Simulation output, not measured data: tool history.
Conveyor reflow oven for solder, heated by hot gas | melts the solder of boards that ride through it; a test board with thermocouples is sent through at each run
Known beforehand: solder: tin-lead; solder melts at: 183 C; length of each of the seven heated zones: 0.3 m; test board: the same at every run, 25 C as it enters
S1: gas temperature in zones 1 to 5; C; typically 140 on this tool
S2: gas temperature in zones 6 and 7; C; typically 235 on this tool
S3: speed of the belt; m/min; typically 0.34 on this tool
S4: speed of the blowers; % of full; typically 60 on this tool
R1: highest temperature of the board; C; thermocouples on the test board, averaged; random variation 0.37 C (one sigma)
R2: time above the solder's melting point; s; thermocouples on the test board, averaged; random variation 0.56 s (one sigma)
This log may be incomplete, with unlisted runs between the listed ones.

run 1 day=0 | S1=140 S2=235 S3=0.34 S4=60 | R1=213.4 R2=74.6
run 2 day=1.729 | S1=150 S2=235 S3=0.34 S4=60 | R1=215.5 R2=83.4
run 3 day=4.521 | S1=150 S2=235 S3=0.34 S4=60 | R1=215.6 R2=82.5
run 4 day=6.679 | S1=140 S2=235 S3=0.34 S4=61 | R1=213.5 R2=74.8
run 5 day=8.292 | S1=140 S2=235 S3=0.34 S4=60 | R1=212.4 R2=73.3
run 6 day=10.3 | S1=140 S2=235 S3=0.34 S4=60 | R1=212.8 R2=72.8
run 7 day=12.925 | S1=153 S2=249 S3=0.299 S4=79 | R1=236.9 R2=116.9
run 8 day=15.862 | S1=153 S2=249 S3=0.299 S4=79 | R1=237.2 R2=117
run 9 day=17.367 | S1=152 S2=246 S3=0.392 S4=65 | R1=221.1 R2=77.9
run 10 day=19.988 | S1=144 S2=235 S3=0.34 S4=71 | R1=218.5 R2=83

The log once held 2 entries between its listed runs, left out of this copy. Where does each go, and what is different about the tool's unlogged condition between the listed run before it and the listed run after it?
Run 6 -> run 7: thermocouples of zones 6 and 7 changed (day 11.267)
  heat that the gas passes to the board, % of a clean oven's: 99 -> 98.9; true gas temperature in zones 6 and 7 over the reading, C: 0.38 -> 0.03
Run 7 -> run 8: flux residue cleaned out of gas plates and filters (day 14.708)
  heat that the gas passes to the board, % of a clean oven's: 98.9 -> 99.9; belt's true speed, % of the reading: 99.99 -> 99.98; true gas temperature in zones 6 and 7 over the reading, C: 0.03 -> 0.04
